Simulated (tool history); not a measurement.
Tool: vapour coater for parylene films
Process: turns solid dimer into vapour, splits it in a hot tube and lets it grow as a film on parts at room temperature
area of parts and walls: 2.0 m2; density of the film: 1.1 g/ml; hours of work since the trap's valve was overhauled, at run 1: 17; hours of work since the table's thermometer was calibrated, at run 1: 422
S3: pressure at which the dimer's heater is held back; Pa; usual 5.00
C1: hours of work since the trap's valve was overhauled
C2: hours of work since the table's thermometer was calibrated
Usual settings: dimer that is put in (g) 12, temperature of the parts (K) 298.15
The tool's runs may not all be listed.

{"run": 1, "hour": 0.0, "dimer that is put in (g)": 12, "temperature of the parts (K)": 298.15, "S3": 5.0, "C1": 17, "C2": 422, "thickness of the film (µm)": 2.49}
{"run": 2, "hour": 24.1, "dimer that is put in (g)": 12, "temperature of the parts (K)": 298.15, "S3": 5.0, "C1": 27, "C2": 432, "thickness of the film (µm)": 2.51}
{"run": 3, "hour": 51.4, "dimer that is put in (g)": 12, "temperature of the parts (K)": 298.15, "S3": 5.0, "C1": 38, "C2": 443, "thickness of the film (µm)": 2.51}
{"run": 4, "hour": 78.6, "dimer that is put in (g)": 12, "temperature of the parts (K)": 298.15, "S3": 5.0, "C1": 50, "C2": 454, "thickness of the film (µm)": 2.48}
{"run": 5, "hour": 100.5, "dimer that is put in (g)": 12, "temperature of the parts (K)": 298.15, "S3": 5.0, "C1": 59, "C2": 464, "thickness of the film (µm)": 2.47}
{"run": 6, "hour": 129.8, "dimer that is put in (g)": 12, "temperature of the parts (K)": 298.15, "S3": 5.0, "C1": 71, "C2": 476, "thickness of the film (µm)": 2.47}
{"run": 7, "hour": 152.2, "dimer that is put in (g)": 12, "temperature of the parts (K)": 298.15, "S3": 5.0, "C1": 80, "C2": 485, "thickness of the film (µm)": 2.48}
{"run": 8, "hour": 173.4, "dimer that is put in (g)": 12, "temperature of the parts (K)": 298.15, "S3": 5.0, "C1": 89, "C2": 494, "thickness of the film (µm)": 2.46}
{"run": 9, "hour": 194.2, "dimer that is put in (g)": 12, "temperature of the parts (K)": 298.15, "S3": 5.0, "C1": 98, "C2": 502, "thickness of the film (µm)": 2.48}
{"run": 10, "hour": 216.1, "dimer that is put in (g)": 12, "temperature of the parts (K)": 298.15, "S3": 11.2, "C1": 107, "C2": 511, "thickness of the film (µm)": 2.26}
{"run": 11, "hour": 245.8, "dimer that is put in (g)": 12, "temperature of the parts (K)": 298.15, "S3": 11.2, "C1": 119, "C2": 524, "thickness of the film (µm)": 2.23}
{"run": 12, "hour": 264.9, "dimer that is put in (g)": 12, "temperature of the parts (K)": 307.15, "S3": 11.2, "C1": 127, "C2": 532, "thickness of the film (µm)": 1.49}
{"run": 13, "hour": 288.7, "dimer that is put in (g)": 12, "temperature of the parts (K)": 307.15, "S3": 11.2, "C1": 137, "C2": 542, "thickness of the film (µm)": 1.51}
{"run": 14, "hour": 316.9, "dimer that is put in (g)": 12, "temperature of the parts (K)": 303.15, "S3": 11.2, "C1": 148, "C2": 553, "thickness of the film (µm)": 1.79}
{"run": 15, "hour": 340.3, "dimer that is put in (g)": 12, "temperature of the parts (K)": 298.15, "S3": 5.0, "C1": 158, "C2": 563, "thickness of the film (µm)": 2.45}
{"run": 16, "hour": 370.0, "dimer that is put in (g)": 8, "temperature of the parts (K)": 308.15, "S3": 7.08, "C1": 171, "C2": 575, "thickness of the film (µm)": 0.99}
{"run": 17, "hour": 393.0, "dimer that is put in (g)": 6, "temperature of the parts (K)": 298.15, "S3": 6.13, "C1": 180, "C2": 585, "thickness of the film (µm)": 1.18}
{"run": 18, "hour": 407.5, "dimer that is put in (g)": 6, "temperature of the parts (K)": 300.15, "S3": 5.75, "C1": 186, "C2": 591, "thickness of the film (µm)": 1.05}
{"run": 19, "hour": 432.3, "dimer that is put in (g)": 5, "temperature of the parts (K)": 292.15, "S3": 4.16, "C1": 196, "C2": 601, "thickness of the film (µm)": 1.34}
{"run": 20, "hour": 458.0, "dimer that is put in (g)": 5, "temperature of the parts (K)": 292.15, "S3": 2.14, "C1": 207, "C2": 612, "thickness of the film (µm)": 1.41}
{"run": 21, "hour": 484.6, "dimer that is put in (g)": 5, "temperature of the parts (K)": 300.15, "S3": 3.59, "C1": 218, "C2": 623, "thickness of the film (µm)": 0.92}
{"run": 22, "hour": 500.1, "dimer that is put in (g)": 5, "temperature of the parts (K)": 293.15, "S3": 8.28, "C1": 225, "C2": 629, "thickness of the film (µm)": 1.17}
{"run": 23, "hour": 532.4, "dimer that is put in (g)": 5, "temperature of the parts (K)": 293.15, "S3": 8.28, "C1": 238, "C2": 643, "thickness of the film (µm)": 1.19}
{"run": 24, "hour": 561.2, "dimer that is put in (g)": 12, "temperature of the parts (K)": 303.15, "S3": 3.26, "C1": 250, "C2": 655, "thickness of the film (µm)": 1.92}
{"run": 25, "hour": 584.3, "dimer that is put in (g)": 12, "temperature of the parts (K)": 303.15, "S3": 3.26, "C1": 259, "C2": 664, "thickness of the film (µm)": 1.9}
{"run": 26, "hour": 598.7, "dimer that is put in (g)": 12, "temperature of the parts (K)": 296.15, "S3": 2.71, "C1": 265, "C2": 670, "thickness of the film (µm)": 2.71}
{"run": 27, "hour": 614.8, "dimer that is put in (g)": 12, "temperature of the parts (K)": 296.15, "S3": 2.71, "C1": 272, "C2": 677, "thickness of the film (µm)": 2.68}
{"run": 28, "hour": 645.6, "dimer that is put in (g)": 6, "temperature of the parts (K)": 302.15, "S3": 5.0, "C1": 285, "C2": 690, "thickness of the film (µm)": 0.97}
{"run": 29, "hour": 671.2, "dimer that is put in (g)": 6, "temperature of the parts (K)": 302.15, "S3": 5.0, "C1": 296, "C2": 700, "thickness of the film (µm)": 0.95}
{"run": 30, "hour": 702.2, "dimer that is put in (g)": 6, "temperature of the parts (K)": 302.15, "S3": 5.0, "C1": 308, "C2": 713, "thickness of the film (µm)": 0.99}

5 ways to go on from here, each from the tool as it stands after run 30. What would each give?
{"run": "A", "hour": 732.4, "dimer that is put in (g)": 6, "temperature of the parts (K)": 294.15, "S3": 5.0, "C1": 321, "C2": 726, "thickness of the film (µm)": "?"}
{"run": "B", "hour": 732.4, "dimer that is put in (g)": 6, "temperature of the parts (K)": 304.15, "S3": 5.0, "C1": 321, "C2": 726, "thickness of the film (µm)": "?"}
{"run": "C", "hour": 732.4, "dimer that is put in (g)": 6, "temperature of the parts (K)": 302.15, "S3": 6.64, "C1": 321, "C2": 726, "thickness of the film (µm)": "?"}
{"run": "D", "hour": 732.4, "dimer that is put in (g)": 11, "temperature of the parts (K)": 302.15, "S3": 2.16, "C1": 321, "C2": 726, "thickness of the film (µm)": "?"}
{"run": "E", "hour": 732.4, "dimer that is put in (g)": 6, "temperature of the parts (K)": 298.15, "S3": 3.92, "C1": 321, "C2": 726, "thickness of the film (µm)": "?"}

run=A thickness_of_the_film_(µm)=1.40
run=B thickness_of_the_film_(µm)=0.86
run=C thickness_of_the_film_(µm)=0.92
run=D thickness_of_the_film_(µm)=1.87
run=E thickness_of_the_film_(µm)=1.18
Without the tool's hidden state the same runs would have given:
run=A thickness_of_the_film_(µm)=1.51
run=B thickness_of_the_film_(µm)=0.92
run=C thickness_of_the_film_(µm)=0.99
run=D thickness_of_the_film_(µm)=2.02
run=E thickness_of_the_film_(µm)=1.28

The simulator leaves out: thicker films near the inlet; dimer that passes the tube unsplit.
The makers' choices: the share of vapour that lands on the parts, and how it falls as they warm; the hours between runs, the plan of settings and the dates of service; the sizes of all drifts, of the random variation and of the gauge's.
